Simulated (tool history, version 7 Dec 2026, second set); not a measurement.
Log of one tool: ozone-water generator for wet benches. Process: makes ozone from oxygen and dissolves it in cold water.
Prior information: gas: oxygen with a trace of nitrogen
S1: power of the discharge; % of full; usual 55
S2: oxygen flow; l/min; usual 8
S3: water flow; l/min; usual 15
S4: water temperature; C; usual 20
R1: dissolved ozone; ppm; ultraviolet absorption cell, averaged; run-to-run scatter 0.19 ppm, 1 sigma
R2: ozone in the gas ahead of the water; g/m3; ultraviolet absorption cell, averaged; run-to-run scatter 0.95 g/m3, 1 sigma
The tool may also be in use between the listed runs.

run 1 hour=0 | S1=55 S2=8 S3=15 S4=20 | R1=26.3 R2=164.1
run 2 hour=13.8 | S1=80 S2=8 S3=15 S4=20 | R1=37.5 R2=228.7
run 3 hour=36.3 | S1=55 S2=8 S3=10 S4=20 | R1=32.8 R2=163.3
run 4 hour=56.9 | S1=55 S2=8 S3=15 S4=17 | R1=28.4 R2=162.8
run 5 hour=79.5 | S1=55 S2=8 S3=15 S4=17 | R1=28.3 R2=164.6
run 6 hour=93 | S1=55 S2=8 S3=15 S4=20 | R1=26.4 R2=163.3
run 7 hour=120.8 | S1=58 S2=8 S3=20 S4=21 | R1=21.8 R2=174
run 8 hour=149.2 | S1=42 S2=7.94 S3=11 S4=14 | R1=28.3 R2=127.7
run 9 hour=165.9 | S1=76 S2=8 S3=9 S4=20 | R1=45.5 R2=218.8
run 10 hour=193.2 | S1=43 S2=11.44 S3=17 S4=17 | R1=19.5 R2=110.7
run 11 hour=207.1 | S1=61 S2=4.65 S3=12 S4=14 | R1=39.4 R2=236.1
run 12 hour=233.9 | S1=61 S2=4.65 S3=12 S4=23 | R1=33.2 R2=238.3

What if the next run were any one of these 4? Each begins from the tool's condition after run 12:
run A hour=251.1 | S1=97 S2=5.84 S3=12 S4=14 | R1=? R2=?
run B hour=251.1 | S1=61 S2=6.63 S3=20 S4=23 | R1=? R2=?
run C hour=251.1 | S1=61 S2=5.97 S3=16 S4=22 | R1=? R2=?
run D hour=251.1 | S1=87 S2=9.17 S3=12 S4=16 | R1=? R2=?

run=A R1=59.1 R2=330
run=B R1=22.9 R2=197.6
run=C R1=27.7 R2=210.1
run=D R1=48.8 R2=237.8
Stripped of hidden state, with their random variation kept, the same runs would have yielded:
run=A R1=59.1 R2=323.8
run=B R1=22.9 R2=193.9
run=C R1=27.7 R2=206.2
run=D R1=48.8 R2=233.3

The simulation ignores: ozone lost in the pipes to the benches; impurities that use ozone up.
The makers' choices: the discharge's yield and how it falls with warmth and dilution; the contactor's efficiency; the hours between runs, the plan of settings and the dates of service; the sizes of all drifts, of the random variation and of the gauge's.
